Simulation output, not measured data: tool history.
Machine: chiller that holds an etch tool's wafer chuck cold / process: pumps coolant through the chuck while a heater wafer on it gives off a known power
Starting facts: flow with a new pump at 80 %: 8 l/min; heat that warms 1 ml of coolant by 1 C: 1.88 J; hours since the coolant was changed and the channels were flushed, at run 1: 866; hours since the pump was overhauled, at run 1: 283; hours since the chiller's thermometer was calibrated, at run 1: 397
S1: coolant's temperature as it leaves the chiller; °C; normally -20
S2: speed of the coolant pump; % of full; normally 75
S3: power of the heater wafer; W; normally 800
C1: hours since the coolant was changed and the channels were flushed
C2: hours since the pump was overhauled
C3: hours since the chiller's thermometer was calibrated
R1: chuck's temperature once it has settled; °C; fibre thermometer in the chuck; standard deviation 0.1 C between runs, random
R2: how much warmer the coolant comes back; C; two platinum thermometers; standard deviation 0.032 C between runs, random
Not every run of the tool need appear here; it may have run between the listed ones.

Run 1, hour 0: usual settings; C1 866; C2 283; C3 397. Result: R1 -12.5 °C, R2 3.43 C.
Run 2, hour 32.2: usual settings but S3 682 W; C1 898; C2 315; C3 429. Result: R1 -13.7 °C, R2 2.95 C.
Run 3, hour 67.3: usual settings but S3 682 W; C1 933; C2 350; C3 464. Result: R1 -13.7 °C, R2 2.98 C.
Run 4, hour 95.3: usual settings but S3 772 W; C1 961; C2 378; C3 493. Result: R1 -12.9 °C, R2 3.3 C.
Run 5, hour 130.3: usual settings but S3 772 W; C1 996; C2 413; C3 527. Result: R1 -12.9 °C, R2 3.37 C.
Run 6, hour 146.5: usual settings but S3 772 W; C1 1012; C2 430; C3 544. Result: R1 -12.6 °C, R2 3.37 C.
Run 7, hour 170.9: usual settings but S3 772 W; C1 1036; C2 454; C3 568. Result: R1 -13 °C, R2 3.36 C.
Run 8, hour 205.2: usual settings but S3 772 W; C1 1071; C2 488; C3 602. Result: R1 -12.9 °C, R2 3.4 C.
Run 9, hour 226.4: usual settings but S3 772 W; C1 1092; C2 509; C3 624. Result: R1 -12.8 °C, R2 3.32 C.
Run 10, hour 256.3: usual settings; C1 1122; C2 539; C3 653. Result: R1 -12.6 °C, R2 3.47 C.
Run 11, hour 271.1: usual settings; C1 1137; C2 554; C3 668. Result: R1 -12.6 °C, R2 3.5 C.
Run 12, hour 300.7: usual settings; C1 1166; C2 584; C3 698. Result: R1 -12.5 °C, R2 3.47 C.
Run 13, hour 335.1: usual settings; C1 1201; C2 618; C3 732. Result: R1 -12.6 °C, R2 3.42 C.
Run 14, hour 371.1: usual settings; C1 1237; C2 654; C3 768. Result: R1 -12.6 °C, R2 3.46 C.
Run 15, hour 387.9: usual settings; C1 1253; C2 671; C3 785. Result: R1 -12.6 °C, R2 3.49 C.
Run 16, hour 405.7: usual settings; C1 1271; C2 689; C3 803. Result: R1 -12.6 °C, R2 3.46 C.
Run 17, hour 436.5: usual settings but S1 -28 °C, S2 90 % of full, S3 551 W; C1 1302; C2 720; C3 834. Result: R1 -23.7 °C, R2 1.89 C.
Run 18, hour 469.8: usual settings but S2 77 % of full, S3 804 W; C1 1335; C2 753; C3 867. Result: R1 -12.7 °C, R2 3.39 C.
Run 19, hour 487.3: usual settings but S1 -27 °C, S2 74 % of full, S3 557 W; C1 1353; C2 770; C3 884. Result: R1 -21.8 °C, R2 2.39 C.
Run 20, hour 517.9: usual settings but S1 -26 °C; C1 1383; C2 801; C3 915. Result: R1 -18.6 °C, R2 3.56 C.
Run 21, hour 540.8: usual settings but S1 -26 °C; C1 1406; C2 824; C3 938. Result: R1 -18.6 °C, R2 3.46 C.
Run 22, hour 564.6: usual settings but S2 65 % of full, S3 644 W; C1 1430; C2 848; C3 962. Result: R1 -13.2 °C, R2 3.28 C.
Run 23, hour 592.5: usual settings but S1 -15 °C, S2 65 % of full, S3 799 W; C1 1458; C2 876; C3 990. Result: R1 -6.5 °C, R2 4.06 C.
Run 24, hour 610.9: usual settings but S1 -18 °C, S2 85 % of full, S3 451 W; C1 1476; C2 894; C3 1008. Result: R1 -14.1 °C, R2 1.75 C.
Run 25, hour 643.2: usual settings but S1 -18 °C, S2 85 % of full, S3 451 W; C1 1509; C2 926; C3 1040. Result: R1 -14.3 °C, R2 1.72 C.
Run 26, hour 668.2: usual settings but S3 449 W; C1 1534; C2 951; C3 1065. Result: R1 -15.9 °C, R2 1.93 C.
Run 27, hour 694.5: usual settings but S1 -22 °C, S3 509 W; C1 1560; C2 977; C3 1092. Result: R1 -17.2 °C, R2 2.32 C.
Run 28, hour 729.7: usual settings but S1 -22 °C, S3 509 W; C1 1595; C2 1013; C3 1127. Result: R1 -17.1 °C, R2 2.27 C.
Run 29, hour 764.4: usual settings but S1 -23 °C, S3 641 W; C1 1630; C2 1047; C3 1162. Result: R1 -17 °C, R2 2.83 C.
Run 30, hour 799.5: usual settings but S1 -27 °C, S2 89 % of full, S3 841 W; C1 1665; C2 1082; C3 1197. Result: R1 -20.3 °C, R2 3.08 C.
Run 31, hour 834.1: usual settings but S1 -16 °C, S3 1104 W; C1 1700; C2 1117; C3 1231. Result: R1 -5.5 °C, R2 4.83 C.

For each run, the measured value with the value that run would have given without the tool's hidden condition subtracted. The run-to-run variation is shared by both, the gauge scatter possibly not:
Unlogged tool condition in this case: heat passed by the chuck's channels, % of clean ones'; flow at a given pump speed, % of a new pump's; coolant's true temperature over the reading, C; drift of the gauge itself on chuck_c, C; drift of the gauge itself on warmer_back_c, C.
run    R1     R2
  1  +0.2  +0.03
  2  +0.2  +0.03
  3  +0.2  +0.03
  4  +0.2  +0.04
  5  +0.2  +0.04
  6  +0.2  +0.04
  7  +0.2  +0.04
  8  +0.2  +0.04
  9  +0.2  +0.04
 10  +0.2  +0.05
 11  +0.2  +0.05
 12  +0.2  +0.05
 13  +0.2  +0.06
 14  +0.2  +0.06
 15  +0.2  +0.06
 16  +0.3  +0.07
 17  +0.1  +0.03
 18  +0.2  +0.07
 19  +0.2  +0.05
 20  +0.3  +0.07
 21  +0.2  +0.08
 22  +0.2  +0.07
 23  +0.3  +0.09
 24  +0.1  +0.04
 25  +0.1  +0.05
 26  +0.1  +0.05
 27  +0.1  +0.06
 28  +0.2  +0.06
 29  +0.2  +0.08
 30  +0.2  +0.09
 31  +0.5  +0.14

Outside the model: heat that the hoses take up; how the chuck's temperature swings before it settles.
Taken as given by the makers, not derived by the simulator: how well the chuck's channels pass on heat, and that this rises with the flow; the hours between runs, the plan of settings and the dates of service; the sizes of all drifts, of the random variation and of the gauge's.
